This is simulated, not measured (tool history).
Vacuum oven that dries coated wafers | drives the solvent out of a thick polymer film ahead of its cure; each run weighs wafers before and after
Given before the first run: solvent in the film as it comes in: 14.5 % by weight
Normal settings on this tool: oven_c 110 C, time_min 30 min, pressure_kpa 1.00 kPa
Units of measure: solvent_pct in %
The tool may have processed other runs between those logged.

run   hour  oven_c  time_min  pressure_kpa  solvent_pct
  1    0.0     110        30          1.00         1.82
  2    9.0     110        30          0.81         1.78
  3   24.7     110        30          1.00         1.83
  4   37.4     110        30          1.00         1.83
  5   52.0     110        30          1.00         1.80
  6   67.8     110        30          1.00         1.78
  7   76.9     110        30          1.00         1.87
  8   89.7     110        30          1.00         1.80
  9   98.1     117        46          1.24         0.63
 10  111.2     110        30          2.49         2.51
 11  117.8     110        24          1.00         2.47
 12  131.9     110        36          1.00         1.35
 13  139.7     110        36          1.00         1.31
 14  153.2     124        27          1.00         0.46
 15  164.7     124        27          1.00         0.52
 16  179.0     123        27          1.00         0.65

Consider 3 possible next runs. They are alternatives, not a sequence: every one starts from the tool as it was left by run 16. What does each give?
  A  192.4     106        30          1.88            ?
  B  192.4     122        30          1.30            ?
  C  192.4     107        21          1.05            ?

run  solvent_pct
  A         3.03
  B         0.62
  C         3.59
With the hidden condition removed and each run's random variation left untouched, the same runs would have given:
run  solvent_pct
  A         3.12
  B         0.62
  C         3.70

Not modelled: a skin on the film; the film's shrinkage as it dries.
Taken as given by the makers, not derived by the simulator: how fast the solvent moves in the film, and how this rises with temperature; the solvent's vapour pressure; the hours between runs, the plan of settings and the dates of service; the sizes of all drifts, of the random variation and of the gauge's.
